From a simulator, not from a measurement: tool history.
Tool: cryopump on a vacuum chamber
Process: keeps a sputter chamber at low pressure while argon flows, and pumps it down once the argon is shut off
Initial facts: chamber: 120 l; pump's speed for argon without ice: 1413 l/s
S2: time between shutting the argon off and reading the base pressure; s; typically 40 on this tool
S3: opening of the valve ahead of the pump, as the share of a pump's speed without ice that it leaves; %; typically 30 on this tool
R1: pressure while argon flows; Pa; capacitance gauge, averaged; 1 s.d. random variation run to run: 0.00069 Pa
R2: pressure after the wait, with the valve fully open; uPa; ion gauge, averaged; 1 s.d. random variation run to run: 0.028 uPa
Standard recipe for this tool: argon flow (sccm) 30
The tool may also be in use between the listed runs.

Run 1, day 0.000: usual settings. Result: R1 0.1240 Pa, R2 1.69 uPa.
Run 2, day 0.733: usual settings. Result: R1 0.1248 Pa, R2 1.64 uPa.
Run 3, day 1.196: usual settings but S3 18 %. Result: R1 0.2029 Pa, R2 1.73 uPa.
Run 4, day 1.612: usual settings but S3 32 %. Result: R1 0.1178 Pa, R2 1.65 uPa.
Run 5, day 2.071: usual settings. Result: R1 0.1248 Pa, R2 1.63 uPa.
Run 6, day 2.733: usual settings. Result: R1 0.1244 Pa, R2 1.63 uPa.
Run 7, day 3.254: usual settings. Result: R1 0.1244 Pa, R2 1.67 uPa.
Run 8, day 3.938: usual settings but argon flow (sccm) 13. Result: R1 0.0545 Pa, R2 1.70 uPa.
Run 9, day 4.688: usual settings but argon flow (sccm) 47. Result: R1 0.1953 Pa, R2 1.69 uPa.
Run 10, day 5.446: usual settings but argon flow (sccm) 47. Result: R1 0.1969 Pa, R2 1.65 uPa.
Run 11, day 6.112: usual settings but argon flow (sccm) 47. Result: R1 0.1957 Pa, R2 1.66 uPa.
Run 12, day 6.492: usual settings but argon flow (sccm) 47. Result: R1 0.1959 Pa, R2 1.70 uPa.
Run 13, day 6.862: usual settings. Result: R1 0.1244 Pa, R2 1.71 uPa.
Run 14, day 7.525: usual settings but S2 50 s. Result: R1 0.1248 Pa, R2 1.47 uPa.
Run 15, day 7.900: usual settings but argon flow (sccm) 45, S3 54 %. Result: R1 0.1076 Pa, R2 1.68 uPa.
Run 16, day 8.596: usual settings but argon flow (sccm) 26, S2 59 s, S3 56 %. Result: R1 0.0598 Pa, R2 1.34 uPa.
Run 17, day 8.929: usual settings but argon flow (sccm) 24, S2 21 s. Result: R1 0.1005 Pa, R2 2.62 uPa.
Run 18, day 9.388: usual settings but argon flow (sccm) 28, S3 38 %. Result: R1 0.0946 Pa, R2 1.70 uPa.
Run 19, day 10.129: usual settings but S2 163 s, S3 34 %. Result: R1 0.1115 Pa, R2 0.92 uPa.
Run 20, day 10.929: usual settings but argon flow (sccm) 16, S2 26 s. Result: R1 0.0669 Pa, R2 2.25 uPa.
Run 21, day 11.342: usual settings but S2 105 s, S3 41 %. Result: R1 0.0943 Pa, R2 1.07 uPa.
Run 22, day 11.767: usual settings but S2 105 s, S3 41 %. Result: R1 0.0937 Pa, R2 1.07 uPa.
Run 23, day 12.242: usual settings but S2 105 s, S3 41 %. Result: R1 0.0937 Pa, R2 1.10 uPa.
Run 24, day 12.750: usual settings but argon flow (sccm) 13, S2 142 s, S3 24 %. Result: R1 0.0670 Pa, R2 1.01 uPa.
Run 25, day 13.321: usual settings but argon flow (sccm) 13, S2 29 s, S3 26 %. Result: R1 0.0636 Pa, R2 2.17 uPa.
Run 26, day 13.833: usual settings but argon flow (sccm) 13, S2 27 s, S3 26 %. Result: R1 0.0625 Pa, R2 2.24 uPa.

Predict each of these 5 candidate next runs independently; none follows another, all start after run 26:
Run A, day 14.212: usual settings but argon flow (sccm) 37, S2 78 s, S3 26 %. Result: R1 ?, R2 ?.
Run B, day 14.212: usual settings but argon flow (sccm) 13, S2 27 s, S3 19 %. Result: R1 ?, R2 ?.
Run C, day 14.212: usual settings but argon flow (sccm) 13, S2 169 s, S3 19 %. Result: R1 ?, R2 ?.
Run D, day 14.212: usual settings but argon flow (sccm) 27, S3 36 %. Result: R1 ?, R2 ?.
Run E, day 14.212: usual settings but argon flow (sccm) 41, S2 140 s, S3 16 %. Result: R1 ?, R2 ?.

run      R1    R2
  A  0.1799  1.22
  B  0.0842  2.31
  C  0.0844  0.90
  D  0.0952  1.79
  E  0.3159  0.99
What these runs would have given with no unlogged condition in the tool:
run      R1    R2
  A  0.1713  0.74
  B  0.0812  1.83
  C  0.0814  0.43
  D  0.0890  1.30
  E  0.3064  0.52
